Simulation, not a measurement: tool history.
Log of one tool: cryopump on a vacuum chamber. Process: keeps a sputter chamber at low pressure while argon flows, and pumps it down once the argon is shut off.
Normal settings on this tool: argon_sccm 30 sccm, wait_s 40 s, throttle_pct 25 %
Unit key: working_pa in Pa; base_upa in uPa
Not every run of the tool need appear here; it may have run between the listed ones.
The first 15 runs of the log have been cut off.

run     day  argon_sccm  wait_s  throttle_pct  hours of work since the pump was warmed up and emptied  hours of work since the cold head was overhauled  hours of work since the chamber's fittings were tightened  working_pa  base_upa
 16   9.829          30      40            34                                                     265                                               265                                                        202      0.0854      1.65
 17  10.488          30      52            25                                                     272                                               272                                                        209      0.1158      1.31
 18  10.958          30      40            55                                                     276                                               276                                                        214      0.0549      1.66
 19  11.875          30      40            36                                                     286                                               286                                                        224      0.0807      1.64
 20  12.275          30     121            25                                                     290                                               290                                                        228      0.1146      0.76
 21  13.000          13      64            18                                                     298                                               298                                                        235      0.0684      1.15
 22  13.746          13      64            18                                                     305                                               305                                                        243      0.0687      1.17
 23  14.658          30      40            27                                                     315                                               315                                                        253      0.1075      1.61
 24  15.117          18      74            52                                                     320                                               320                                                        258      0.0348      1.06
 25  15.904          14      75            16                                                     328                                               328                                                        266      0.0825      1.07
 26  16.546          12      40            43                                                     335                                               335                                                        272      0.0280      1.70
 27  17.317          30     282            25                                                     343                                               343                                                        280      0.1164      0.62
 28  17.858          30      78            25                                                     348                                               348                                                        286      0.1144      1.07

Run 29, settings as shown, results not yet in. Your forecast:
 29  18.679          20      23            29                                                     357                                               357                                                        295           ?         ?

{"run 29": {"working_pa": 0.0675, "base_upa": 2.65}}
On a tool with no hidden condition, and with the same random variation, this run would have come out at working_pa 0.0639 Pa, base_upa 2.37 uPa.

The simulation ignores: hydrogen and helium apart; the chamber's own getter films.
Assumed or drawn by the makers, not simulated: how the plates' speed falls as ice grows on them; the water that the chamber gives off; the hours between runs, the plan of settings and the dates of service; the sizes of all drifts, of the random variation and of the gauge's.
